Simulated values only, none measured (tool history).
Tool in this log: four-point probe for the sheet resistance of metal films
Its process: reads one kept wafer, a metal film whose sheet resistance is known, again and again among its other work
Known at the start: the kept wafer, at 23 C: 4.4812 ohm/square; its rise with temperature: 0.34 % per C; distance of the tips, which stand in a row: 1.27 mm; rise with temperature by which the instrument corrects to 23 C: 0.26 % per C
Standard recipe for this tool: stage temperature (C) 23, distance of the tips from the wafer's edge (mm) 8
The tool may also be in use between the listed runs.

run    hour  stage temperature (C)  distance of the tips from the wafer's edge (mm)  sheet resistance as the instrument gives it (ohm/square)
  1     0.0                     23                                                8                                                  4.554503
  2    83.2                     23                                                5                                                  4.646823
  3   219.2                     23                                                5                                                  4.649163
  4   300.3                     23                                                8                                                  4.558552
  5   442.5                     23                                                8                                                  4.560077
  6   564.8                     23                                                8                                                  4.561240
  7   667.8                     23                                                8                                                  4.562881
  8   746.7                     23                                               20                                                  4.510654
  9   824.4                     23                                               20                                                  4.512005
      912.2  -- stage's thermometer calibrated
 10   954.8                     23                                                8                                                  4.553028
 11  1077.4                     23                                                8                                                  4.555321
 12  1219.5                     23                                                8                                                  4.555788
 13  1287.4                     23                                                8                                                  4.557275
 14  1386.4                     23                                                8                                                  4.556608
 15  1496.8                     33                                                8                                                  4.593945
 16  1636.8                     24                                               10                                                  4.542361
 17  1711.1                     27                                               15                                                  4.532047
 18  1805.9                     20                                               26                                                  4.496792
 19  1893.5                     20                                                5                                                  4.642802
 20  1978.4                     20                                                5                                                  4.644841
 21  2109.8                     19                                               11                                                  4.522564
 22  2168.5                     31                                               45                                                  4.535909
 23  2256.2                     31                                               45                                                  4.536594
 24  2369.3                     32                                                5                                                  4.692280
 25  2496.3                     32                                                5                                                  4.693579
 26  2630.1                     28                                               27                                                  4.534378
 27  2743.9                     28                                               27                                                  4.535883
 28  2882.7                     28                                               27                                                  4.535394
 29  3019.5                     24                                               26                                                  4.524250

Each row is a separate what-if for the run after 29, all from the same tool condition, not one after another. Results?
  A  3155.8                     20                                                7                                                         ?
  B  3155.8                     31                                               24                                                         ?
  C  3155.8                     23                                               39                                                         ?
  D  3155.8                     20                                                6                                                         ?

run  sheet resistance as the instrument gives it (ohm/square)
  A                                                  4.582598
  B                                                  4.550811
  C                                                  4.518613
  D                                                  4.610855
With no hidden state in the tool, these same runs would have given:
run  sheet resistance as the instrument gives it (ohm/square)
  A                                                  4.547940
  B                                                  4.516699
  C                                                  4.484501
  D                                                  4.575997
